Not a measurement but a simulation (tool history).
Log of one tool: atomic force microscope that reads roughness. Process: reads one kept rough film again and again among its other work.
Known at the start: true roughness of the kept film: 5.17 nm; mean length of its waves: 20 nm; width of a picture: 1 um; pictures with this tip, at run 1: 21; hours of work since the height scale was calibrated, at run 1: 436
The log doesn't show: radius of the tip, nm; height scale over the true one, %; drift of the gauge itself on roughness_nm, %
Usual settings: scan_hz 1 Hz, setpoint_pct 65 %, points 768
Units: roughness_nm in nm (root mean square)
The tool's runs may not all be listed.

run,day,scan_hz,setpoint_pct,points,pictures with this tip,hours of work since the height scale was calibrated,roughness_nm
1,0,1,65,768,21,436,2.84
2,0.417,1,65,768,29,441,2.57
3,0.962,1,65,768,41,447,2.253
4,1.525,1,65,652,53,454,2.02
5,2.004,1,65,652,63,460,1.848
# day 2.083: new tip fitted
6,2.483,1,65,652,8,465,3.183
7,2.933,1,65,768,18,471,2.786
8,3.367,1.07,65,768,27,476,2.521
9,4.308,1,65,768,46,487,2.11
10,5.075,1,65,768,62,497,1.84
# day 5.154: new tip fitted
11,5.879,1.84,65,768,15,506,2.762
12,6.483,1,65,768,27,513,2.482
13,7.088,0.59,65,768,40,521,2.255
14,7.858,0.59,65,768,56,530,1.926
# day 8.283: new tip fitted
15,8.846,0.59,65,768,11,542,3.119
16,9.55,0.59,65,768,26,550,2.603
17,10.317,0.87,65,768,42,560,2.186
18,10.942,1,65,780,55,567,1.913
# day 11.4: new tip fitted
19,11.779,1,65,780,8,577,3.167
20,12.575,1,65,780,25,587,2.556
21,13.462,1,65,780,44,597,2.11
22,14.171,1.9,65,768,58,606,1.793
# day 14.442: new tip fitted
23,14.846,1,65,768,8,614,3.178
24,15.462,1,65,768,21,621,2.682
25,16.329,1,65,768,39,632,2.206
26,16.812,0.89,65,768,49,638,2
# day 17.562: new tip fitted
27,17.625,0.89,65,768,1,647,3.571
28,18.338,0.54,58,584,16,656,2.973
29,19.167,0.54,58,584,33,666,2.466
30,19.879,3.48,58,958,48,674,1.971
31,20.288,3,87,862,57,679,1.382
# day 20.662: new tip fitted
32,21.125,3.4,73,862,10,689,2.647
33,21.65,2.83,71,258,21,696,2.306
34,22.575,2.83,71,258,40,707,1.91
35,23.492,2.83,71,258,59,718,1.612
# day 23.75: new tip fitted
36,24.217,2.24,65,768,10,726,2.858
37,25.167,0.62,87,768,30,738,2.272
38,26.1,0.62,87,768,49,749,1.896
# day 26.838: new tip fitted
39,26.85,0.62,65,309,1,758,3.608
40,27.862,0.62,65,427,22,770,2.68
41,28.792,0.62,65,427,41,781,2.17
42,29.604,1.81,82,722,58,791,1.582
# day 29.933: new tip fitted
43,30.479,2.55,82,920,11,802,2.489
44,30.921,2.55,82,920,20,807,2.246
45,31.642,0.65,65,497,35,816,2.392
46,32.05,0.65,65,497,44,821,2.174
47,32.938,1.14,58,288,63,831,1.79
# day 33.021: new tip fitted
48,33.808,1.49,65,840,16,842,2.792
49,34.825,1.49,65,840,38,854,2.171
50,35.512,0.62,59,936,52,862,2.024
# day 36.092: new tip fitted
51,36.479,1.54,81,936,8,874,2.863
52,37.267,1.38,80,768,24,883,2.432
53,38.008,2.28,65,270,40,892,2.091

Measured less the same run without the tool's hidden state. The same run-to-run variation is in both; the gauge's scatter may not be:
run,roughness_nm
1,-0.789
2,-1.043
3,-1.356
4,-1.618
5,-1.767
6,-0.439
7,-0.822
8,-1.069
9,-1.513
10,-1.794
11,-0.736
12,-1.124
13,-1.442
14,-1.759
15,-0.579
16,-1.093
17,-1.454
18,-1.701
19,-0.467
20,-1.058
21,-1.522
22,-1.68
23,-0.438
24,-0.915
25,-1.422
26,-1.63
27,-0.078
28,-0.742
29,-1.267
30,-1.466
31,-1.216
32,-0.381
33,-0.77
34,-1.156
35,-1.459
36,-0.574
37,-1.179
38,-1.551
39,-0.033
40,-0.981
41,-1.47
42,-1.524
43,-0.417
44,-0.68
45,-1.273
46,-1.473
47,-1.793
48,-0.735
49,-1.351
50,-1.705
51,-0.371
52,-0.877
53,-1.243

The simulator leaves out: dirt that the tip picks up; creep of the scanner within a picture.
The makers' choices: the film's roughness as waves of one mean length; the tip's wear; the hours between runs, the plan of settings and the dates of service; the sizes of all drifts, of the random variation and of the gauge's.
